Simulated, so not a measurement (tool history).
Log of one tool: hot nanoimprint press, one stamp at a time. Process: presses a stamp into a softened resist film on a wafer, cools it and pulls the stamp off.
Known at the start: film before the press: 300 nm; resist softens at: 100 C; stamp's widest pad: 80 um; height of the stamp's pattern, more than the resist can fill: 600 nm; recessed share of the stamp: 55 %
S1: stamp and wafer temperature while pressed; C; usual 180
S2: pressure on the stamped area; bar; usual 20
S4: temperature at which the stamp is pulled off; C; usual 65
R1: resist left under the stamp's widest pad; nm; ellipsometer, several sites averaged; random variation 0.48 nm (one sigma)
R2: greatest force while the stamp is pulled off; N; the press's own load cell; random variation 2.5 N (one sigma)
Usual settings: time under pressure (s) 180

run 1 hour=0 | S1=180 S2=20 time_under_pressure_(s)=180 S4=65 | R1=130.6 R2=237
run 2 hour=12.6 | S1=180 S2=20 time_under_pressure_(s)=180 S4=65 | R1=131.1 R2=238
run 3 hour=28.4 | S1=169 S2=20 time_under_pressure_(s)=180 S4=65 | R1=175.9 R2=241
run 4 hour=41.4 | S1=180 S2=20 time_under_pressure_(s)=180 S4=69 | R1=131.6 R2=214
run 5 hour=52.3 | S1=180 S2=20 time_under_pressure_(s)=180 S4=69 | R1=131.8 R2=218
run 6 hour=60.8 | S1=180 S2=13.3 time_under_pressure_(s)=180 S4=69 | R1=163.9 R2=217
run 7 hour=77.7 | S1=180 S2=13.3 time_under_pressure_(s)=180 S4=69 | R1=165.6 R2=219
run 8 hour=89.2 | S1=180 S2=13.3 time_under_pressure_(s)=180 S4=69 | R1=164.1 R2=218
run 9 hour=99.6 | S1=180 S2=13.3 time_under_pressure_(s)=180 S4=69 | R1=165.6 R2=219
run 10 hour=114.2 | S1=180 S2=13.3 time_under_pressure_(s)=180 S4=69 | R1=165.9 R2=221
run 11 hour=122.9 | S1=180 S2=13.3 time_under_pressure_(s)=180 S4=69 | R1=165.4 R2=223
run 12 hour=139.6 | S1=180 S2=13.3 time_under_pressure_(s)=180 S4=69 | R1=165.6 R2=221
run 13 hour=150.1 | S1=180 S2=13.3 time_under_pressure_(s)=180 S4=63 | R1=165.3 R2=263
run 14 hour=162.1 | S1=176 S2=20 time_under_pressure_(s)=180 S4=65 | R1=146.9 R2=251
run 15 hour=172.6 | S1=182 S2=20 time_under_pressure_(s)=180 S4=65 | R1=125.3 R2=254
run 16 hour=185.8 | S1=168 S2=21.3 time_under_pressure_(s)=116 S4=59 | R1=199.7 R2=296
run 17 hour=196.3 | S1=168 S2=21.3 time_under_pressure_(s)=116 S4=59 | R1=198.3 R2=298
run 18 hour=205.1 | S1=168 S2=21.3 time_under_pressure_(s)=116 S4=59 | R1=199.3 R2=303
run 19 hour=214.8 | S1=168 S2=21.3 time_under_pressure_(s)=116 S4=59 | R1=198.4 R2=298
run 20 hour=233.4 | S1=180 S2=20 time_under_pressure_(s)=101 S4=68 | R1=160 R2=241
run 21 hour=250.2 | S1=175 S2=20 time_under_pressure_(s)=180 S4=65 | R1=152.7 R2=265
run 22 hour=260.7 | S1=172 S2=20 time_under_pressure_(s)=203 S4=65 | R1=159.8 R2=259
run 23 hour=278.5 | S1=172 S2=20 time_under_pressure_(s)=203 S4=65 | R1=159.2 R2=264
-- hour=289.8 stamp cleaned and given a new release coat
run 24 hour=292.9 | S1=172 S2=20 time_under_pressure_(s)=203 S4=65 | R1=160 R2=241
run 25 hour=302.1 | S1=169 S2=14.2 time_under_pressure_(s)=305 S4=60 | R1=183 R2=267
run 26 hour=320.3 | S1=169 S2=14.2 time_under_pressure_(s)=305 S4=60 | R1=182.5 R2=277
-- hour=325.1 plate thermocouple calibrated
run 27 hour=333.7 | S1=173 S2=21.6 time_under_pressure_(s)=305 S4=60 | R1=125.7 R2=259
run 28 hour=345.8 | S1=173 S2=21.6 time_under_pressure_(s)=305 S4=60 | R1=125.3 R2=268
run 29 hour=357.5 | S1=191 S2=27.3 time_under_pressure_(s)=180 S4=60 | R1=81.2 R2=266

Forecast each of these 3 alternatives for the next run:
run A hour=374.9 | S1=191 S2=25.7 time_under_pressure_(s)=180 S4=60 | R1=? R2=?
run B hour=374.9 | S1=180 S2=29.8 time_under_pressure_(s)=180 S4=65 | R1=? R2=?
run C hour=374.9 | S1=191 S2=19.4 time_under_pressure_(s)=204 S4=60 | R1=? R2=?

run=A R1=84.1 R2=268
run=B R1=102 R2=238
run=C R1=95.4 R2=264
Without the tool's hidden state the same runs would have given:
run=A R1=83.5 R2=260
run=B R1=101.2 R2=231
run=C R1=94.9 R2=256
